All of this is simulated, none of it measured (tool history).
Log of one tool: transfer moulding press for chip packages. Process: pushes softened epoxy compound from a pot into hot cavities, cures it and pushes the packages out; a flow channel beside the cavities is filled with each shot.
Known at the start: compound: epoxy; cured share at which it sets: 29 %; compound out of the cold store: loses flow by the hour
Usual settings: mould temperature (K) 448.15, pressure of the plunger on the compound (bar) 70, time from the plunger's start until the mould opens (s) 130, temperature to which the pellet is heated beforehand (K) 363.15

run    hour  mould temperature (K)  pressure of the plunger on the compound (bar)  time from the plunger's start until the mould opens (s)  temperature to which the pellet is heated beforehand (K)  incoming compound's hours out of the cold store  length that the compound runs in the flow channel (mm)  greatest force on the pins that push the packages out (N)
  1       0                 448.15                                             70                                                      130                                                    363.15                                             17.4                                                     966                                                        438
  2    51.1                 448.15                                             70                                                      130                                                    363.15                                             47.1                                                     878                                                        672
      120.2  -- cavities cleaned with cleaning compound and waxed
  3   120.2                 448.15                                             70                                                      130                                                    363.15                                             44.5                                                     882                                                        360
  4   175.3                 448.15                                             70                                                      130                                                    363.15                                             28.4                                                     923                                                        689
  5   232.8                 448.15                                             70                                                      130                                                    363.15                                               10                                                     972                                                        752
      247.4  -- cavities cleaned with cleaning compound and waxed
  6   266.1                 448.15                                             70                                                      130                                                    363.15                                             36.3                                                     895                                                        521
        314  -- plunger's sealing rings changed
  7   317.9                 448.15                                             70                                                      130                                                    363.15                                             20.9                                                     970                                                        706
      377.9  -- cavities cleaned with cleaning compound and waxed
  8   387.7                 448.15                                             70                                                      130                                                    363.15                                             23.8                                                     950                                                        440
  9   434.2                 448.15                                             70                                                      130                                                    363.15                                             44.5                                                     895                                                        657
 10   493.2                 448.15                                             70                                                      130                                                    362.15                                             18.1                                                     965                                                        772
      504.6  -- cavities cleaned with cleaning compound and waxed
 11   542.3                 448.15                                           53.9                                                      130                                                    363.15                                             12.3                                                     855                                                        635
 12   583.3                 456.15                                             70                                                      130                                                    361.15                                             45.6                                                     841                                                        608
      632.2  -- cavities cleaned with cleaning compound and waxed
 13   659.7                 441.15                                           60.8                                                      133                                                    365.15                                             15.5                                                     942                                                        901
 14     734                 455.15                                           60.8                                                      133                                                    365.15                                               15                                                     846                                                        640
      760.6  -- cavities cleaned with cleaning compound and waxed
 15   771.1                 441.15                                             70                                                      144                                                    360.15                                             26.3                                                     970                                                        615
      802.3  -- plunger's sealing rings changed
 16   813.1                 441.15                                             70                                                      144                                                    360.15                                             44.1                                                     955                                                        874
 17   850.7                 441.15                                             70                                                      144                                                    370.15                                             31.5                                                     980                                                        989
      894.2  -- cavities cleaned with cleaning compound and waxed
      906.5  -- mould's thermocouples calibrated
 18   927.5                 443.15                                           71.4                                                      144                                                    370.15                                             34.1                                                     954                                                        613
 19   972.5                 443.15                                             57                                                      144                                                    359.15                                             10.7                                                     916                                                        774
       1024  -- cavities cleaned with cleaning compound and waxed
 20    1024                 443.15                                             57                                                      144                                                    359.15                                             34.5                                                     849                                                        370
 21  1088.2                 443.15                                             57                                                      144                                                    359.15                                             34.6                                                     842                                                        756

Forecast each of these 3 alternatives for the next run:
     1154.5  -- cavities cleaned with cleaning compound and waxed
  A  1158.1                 448.15                                             70                                                      113                                                    364.15                                             17.2                                                       ?                                                          ?
     1154.5  -- cavities cleaned with cleaning compound and waxed
  B  1158.1                 453.15                                             57                                                      166                                                    353.15                                             43.3                                                       ?                                                          ?
     1154.5  -- cavities cleaned with cleaning compound and waxed
  C  1158.1                 455.15                                             70                                                      115                                                    363.15                                             17.4                                                       ?                                                          ?

run  length that the compound runs in the flow channel (mm)  greatest force on the pins that push the packages out (N)
  A                                                     946                                                        459
  B                                                     765                                                        348
  C                                                     902                                                        353
Without the tool's hidden state the same runs would have given:
run  length that the compound runs in the flow channel (mm)  greatest force on the pins that push the packages out (N)
  A                                                     976                                                        425
  B                                                     789                                                        319
  C                                                     931                                                        325
